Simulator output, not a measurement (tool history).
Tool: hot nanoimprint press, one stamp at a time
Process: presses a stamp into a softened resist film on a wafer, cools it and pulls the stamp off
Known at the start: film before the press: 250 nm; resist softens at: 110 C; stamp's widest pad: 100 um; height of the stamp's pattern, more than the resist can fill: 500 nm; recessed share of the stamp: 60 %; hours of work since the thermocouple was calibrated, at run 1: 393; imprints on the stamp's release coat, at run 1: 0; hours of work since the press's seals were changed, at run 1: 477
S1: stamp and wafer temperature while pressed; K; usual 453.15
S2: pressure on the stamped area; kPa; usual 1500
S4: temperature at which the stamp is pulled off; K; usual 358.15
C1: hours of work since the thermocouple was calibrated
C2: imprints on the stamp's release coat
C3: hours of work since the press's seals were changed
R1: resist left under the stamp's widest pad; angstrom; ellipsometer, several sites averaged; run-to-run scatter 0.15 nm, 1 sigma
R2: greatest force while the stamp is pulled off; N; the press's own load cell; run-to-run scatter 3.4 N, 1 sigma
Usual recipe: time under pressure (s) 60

{"run": 1, "hour": 0.0, "S1": 453.15, "S2": 1500, "time under pressure (s)": 60, "S4": 358.15, "C1": 393, "C2": 0, "C3": 477, "R1": 928, "R2": 160}
{"run": 2, "hour": 13.0, "S1": 453.15, "S2": 1500, "time under pressure (s)": 60, "S4": 358.15, "C1": 402, "C2": 49, "C3": 486, "R1": 927, "R2": 162}
{"run": 3, "hour": 38.3, "S1": 453.15, "S2": 1500, "time under pressure (s)": 60, "S4": 358.15, "C1": 420, "C2": 144, "C3": 504, "R1": 925, "R2": 169}
{"run": 4, "hour": 62.8, "S1": 453.15, "S2": 1500, "time under pressure (s)": 60, "S4": 358.15, "C1": 437, "C2": 236, "C3": 522, "R1": 925, "R2": 166}
{"run": 5, "hour": 82.9, "S1": 453.15, "S2": 1500, "time under pressure (s)": 60, "S4": 358.15, "C1": 452, "C2": 312, "C3": 536, "R1": 924, "R2": 171}
{"run": 6, "hour": 105.2, "S1": 453.15, "S2": 1500, "time under pressure (s)": 60, "S4": 358.15, "C1": 468, "C2": 396, "C3": 552, "R1": 922, "R2": 170}
{"run": 7, "hour": 132.8, "S1": 453.15, "S2": 1500, "time under pressure (s)": 60, "S4": 358.15, "C1": 487, "C2": 499, "C3": 571, "R1": 924, "R2": 177}
{"run": 8, "hour": 161.1, "S1": 453.15, "S2": 1500, "time under pressure (s)": 32, "S4": 358.15, "C1": 507, "C2": 606, "C3": 591, "R1": 1171, "R2": 185}
{"run": 9, "hour": 185.8, "S1": 453.15, "S2": 1500, "time under pressure (s)": 32, "S4": 358.15, "C1": 525, "C2": 699, "C3": 609, "R1": 1171, "R2": 187}
{"run": 10, "hour": 217.8, "S1": 453.15, "S2": 1500, "time under pressure (s)": 42, "S4": 358.15, "C1": 547, "C2": 819, "C3": 632, "R1": 1055, "R2": 193}
{"run": 11, "hour": 245.8, "S1": 453.15, "S2": 1500, "time under pressure (s)": 60, "S4": 361.15, "C1": 567, "C2": 924, "C3": 651, "R1": 921, "R2": 192}
{"run": 12, "hour": 263.4, "S1": 453.15, "S2": 1500, "time under pressure (s)": 60, "S4": 358.15, "C1": 580, "C2": 991, "C3": 664, "R1": 918, "R2": 201}
{"run": 13, "hour": 277.9, "S1": 453.15, "S2": 1500, "time under pressure (s)": 60, "S4": 358.15, "C1": 590, "C2": 1045, "C3": 674, "R1": 917, "R2": 204}
{"hour": 294.6, "done": "plate thermocouple calibrated"}
{"run": 14, "hour": 306.7, "S1": 453.15, "S2": 1500, "time under pressure (s)": 60, "S4": 358.15, "C1": 9, "C2": 1142, "C3": 693, "R1": 953, "R2": 210}
{"run": 15, "hour": 321.8, "S1": 453.15, "S2": 1500, "time under pressure (s)": 60, "S4": 358.15, "C1": 19, "C2": 1199, "C3": 703, "R1": 952, "R2": 217}
{"run": 16, "hour": 343.7, "S1": 453.15, "S2": 2230, "time under pressure (s)": 60, "S4": 358.15, "C1": 35, "C2": 1281, "C3": 719, "R1": 784, "R2": 214}
{"run": 17, "hour": 360.1, "S1": 461.15, "S2": 2230, "time under pressure (s)": 60, "S4": 343.15, "C1": 46, "C2": 1343, "C3": 730, "R1": 588, "R2": 258}
{"run": 18, "hour": 382.5, "S1": 453.15, "S2": 1560, "time under pressure (s)": 38, "S4": 358.15, "C1": 62, "C2": 1427, "C3": 746, "R1": 1111, "R2": 221}
{"run": 19, "hour": 399.8, "S1": 453.15, "S2": 1560, "time under pressure (s)": 38, "S4": 358.15, "C1": 75, "C2": 1492, "C3": 759, "R1": 1111, "R2": 225}
{"run": 20, "hour": 431.7, "S1": 453.15, "S2": 1560, "time under pressure (s)": 38, "S4": 358.15, "C1": 97, "C2": 1612, "C3": 781, "R1": 1109, "R2": 224}
{"hour": 448.6, "done": "stamp cleaned and given a new release coat"}
{"run": 21, "hour": 455.0, "S1": 456.15, "S2": 1560, "time under pressure (s)": 115, "S4": 358.15, "C1": 110, "C2": 24, "C3": 793, "R1": 635, "R2": 165}
{"run": 22, "hour": 471.7, "S1": 456.15, "S2": 1560, "time under pressure (s)": 115, "S4": 358.15, "C1": 121, "C2": 86, "C3": 805, "R1": 639, "R2": 158}
{"run": 23, "hour": 488.2, "S1": 460.15, "S2": 980, "time under pressure (s)": 115, "S4": 354.15, "C1": 133, "C2": 148, "C3": 817, "R1": 707, "R2": 180}
{"run": 24, "hour": 514.4, "S1": 460.15, "S2": 980, "time under pressure (s)": 115, "S4": 354.15, "C1": 152, "C2": 247, "C3": 836, "R1": 704, "R2": 173}
{"run": 25, "hour": 544.1, "S1": 459.15, "S2": 2080, "time under pressure (s)": 105, "S4": 362.15, "C1": 173, "C2": 359, "C3": 857, "R1": 510, "R2": 162}
{"run": 26, "hour": 564.0, "S1": 459.15, "S2": 2080, "time under pressure (s)": 105, "S4": 362.15, "C1": 187, "C2": 433, "C3": 871, "R1": 512, "R2": 167}
{"run": 27, "hour": 584.9, "S1": 451.15, "S2": 1050, "time under pressure (s)": 105, "S4": 362.15, "C1": 202, "C2": 512, "C3": 886, "R1": 969, "R2": 173}
{"run": 28, "hour": 602.9, "S1": 451.15, "S2": 1050, "time under pressure (s)": 105, "S4": 362.15, "C1": 214, "C2": 580, "C3": 898, "R1": 963, "R2": 173}
{"run": 29, "hour": 619.3, "S1": 453.15, "S2": 1500, "time under pressure (s)": 53, "S4": 363.15, "C1": 226, "C2": 641, "C3": 910, "R1": 990, "R2": 180}
{"run": 30, "hour": 639.2, "S1": 455.15, "S2": 1500, "time under pressure (s)": 53, "S4": 363.15, "C1": 240, "C2": 716, "C3": 924, "R1": 919, "R2": 180}

Hidden state or all else? Some run-to-run changes of R1, split into what the settings, what came in and random variation would give without the hidden state, and what is left for the hidden state (with any gauge scatter that isn't in both results):
Hidden state present: true temperature over the reading, C; pressure that arrives at the usual setting, %; grip of the stamp's worn release coat, % over a new coat's; drift of the gauge itself on residual_nm, %; drift of the gauge itself on pull_off_n, %.
Run 7 -> 8: time under pressure (s) 60 -> 32. R1 +247 angstrom: hidden state -3, all else +250.
Run 13 -> 14: plate thermocouple calibrated. R1 +36 angstrom: hidden state +32, all else +4.
Run 17 -> 18: S1 461.15 -> 453.15, S2 2230 -> 1560, time under pressure (s) 60 -> 38, S4 343.15 -> 358.15. R1 +523 angstrom: hidden state +1, all else +522.
Run 20 -> 21: S1 453.15 -> 456.15, time under pressure (s) 38 -> 115, stamp cleaned and given a new release coat. R1 -474 angstrom: hidden state -3, all else -471.
Run 26 -> 27: S1 459.15 -> 451.15, S2 2080 -> 1050. R1 +457 angstrom: hidden state -5, all else +462.
